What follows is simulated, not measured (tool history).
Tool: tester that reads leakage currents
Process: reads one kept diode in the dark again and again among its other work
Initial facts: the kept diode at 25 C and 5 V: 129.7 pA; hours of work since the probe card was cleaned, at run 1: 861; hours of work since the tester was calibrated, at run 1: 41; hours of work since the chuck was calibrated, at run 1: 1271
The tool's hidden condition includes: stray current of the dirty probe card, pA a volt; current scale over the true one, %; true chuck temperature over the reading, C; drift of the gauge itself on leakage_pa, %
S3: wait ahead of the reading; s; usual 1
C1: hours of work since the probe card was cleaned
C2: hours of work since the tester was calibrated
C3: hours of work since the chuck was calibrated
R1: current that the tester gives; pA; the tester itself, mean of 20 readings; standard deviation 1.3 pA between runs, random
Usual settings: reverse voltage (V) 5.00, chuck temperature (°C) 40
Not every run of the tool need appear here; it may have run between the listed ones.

run 1 hour=0.0 | reverse_voltage_(V)=5.00 chuck_temperature_(°C)=40 S3=1 | C1=861 C2=41 C3=1271 | R1=453.16
run 2 hour=72.5 | reverse_voltage_(V)=5.00 chuck_temperature_(°C)=40 S3=1 | C1=903 C2=83 C3=1314 | R1=454.24
run 3 hour=143.9 | reverse_voltage_(V)=5.00 chuck_temperature_(°C)=40 S3=1 | C1=945 C2=125 C3=1355 | R1=457.14
run 4 hour=189.9 | reverse_voltage_(V)=5.00 chuck_temperature_(°C)=40 S3=1 | C1=971 C2=151 C3=1382 | R1=456.66
run 5 hour=229.6 | reverse_voltage_(V)=5.00 chuck_temperature_(°C)=40 S3=1 | C1=995 C2=174 C3=1405 | R1=456.58
run 6 hour=279.8 | reverse_voltage_(V)=5.00 chuck_temperature_(°C)=40 S3=1 | C1=1024 C2=203 C3=1434 | R1=456.52
run 7 hour=349.9 | reverse_voltage_(V)=5.00 chuck_temperature_(°C)=39 S3=1 | C1=1064 C2=244 C3=1474 | R1=426.85
run 8 hour=388.3 | reverse_voltage_(V)=5.00 chuck_temperature_(°C)=39 S3=1 | C1=1087 C2=266 C3=1497 | R1=427.16
run 9 hour=458.3 | reverse_voltage_(V)=5.00 chuck_temperature_(°C)=40 S3=1 | C1=1127 C2=307 C3=1537 | R1=463.43
run 10 hour=529.1 | reverse_voltage_(V)=5.00 chuck_temperature_(°C)=40 S3=1 | C1=1168 C2=348 C3=1578 | R1=466.33
run 11 hour=610.5 | reverse_voltage_(V)=5.00 chuck_temperature_(°C)=40 S3=1 | C1=1215 C2=395 C3=1625 | R1=462.44
run 12 hour=659.0 | reverse_voltage_(V)=5.00 chuck_temperature_(°C)=40 S3=1 | C1=1243 C2=423 C3=1654 | R1=465.74
run 13 hour=709.9 | reverse_voltage_(V)=5.00 chuck_temperature_(°C)=40 S3=1 | C1=1273 C2=453 C3=1683 | R1=465.17
run 14 hour=774.2 | reverse_voltage_(V)=5.00 chuck_temperature_(°C)=40 S3=1 | C1=1310 C2=490 C3=1720 | R1=467.46
run 15 hour=849.9 | reverse_voltage_(V)=5.00 chuck_temperature_(°C)=40 S3=1 | C1=1354 C2=534 C3=1764 | R1=467.54
run 16 hour=911.2 | reverse_voltage_(V)=5.00 chuck_temperature_(°C)=40 S3=1 | C1=1390 C2=570 C3=1800 | R1=466.63
run 17 hour=977.6 | reverse_voltage_(V)=11.25 chuck_temperature_(°C)=40 S3=1 | C1=1428 C2=608 C3=1838 | R1=677.30
run 18 hour=1058.5 | reverse_voltage_(V)=11.25 chuck_temperature_(°C)=40 S3=1 | C1=1475 C2=655 C3=1885 | R1=681.56
run 19 hour=1108.3 | reverse_voltage_(V)=5.00 chuck_temperature_(°C)=40 S3=1 | C1=1504 C2=684 C3=1914 | R1=471.13
run 20 hour=1165.9 | reverse_voltage_(V)=5.00 chuck_temperature_(°C)=40 S3=1 | C1=1537 C2=717 C3=1948 | R1=473.64

Estimate the outcome of run 21 from the log above:
run 21 hour=1209.4 | reverse_voltage_(V)=5.00 chuck_temperature_(°C)=21 S3=1 | C1=1563 C2=742 C3=1973 | R1=?

R1: 111.53 pA
Without the tool's hidden state the same run would have given R1 94.57 pA.

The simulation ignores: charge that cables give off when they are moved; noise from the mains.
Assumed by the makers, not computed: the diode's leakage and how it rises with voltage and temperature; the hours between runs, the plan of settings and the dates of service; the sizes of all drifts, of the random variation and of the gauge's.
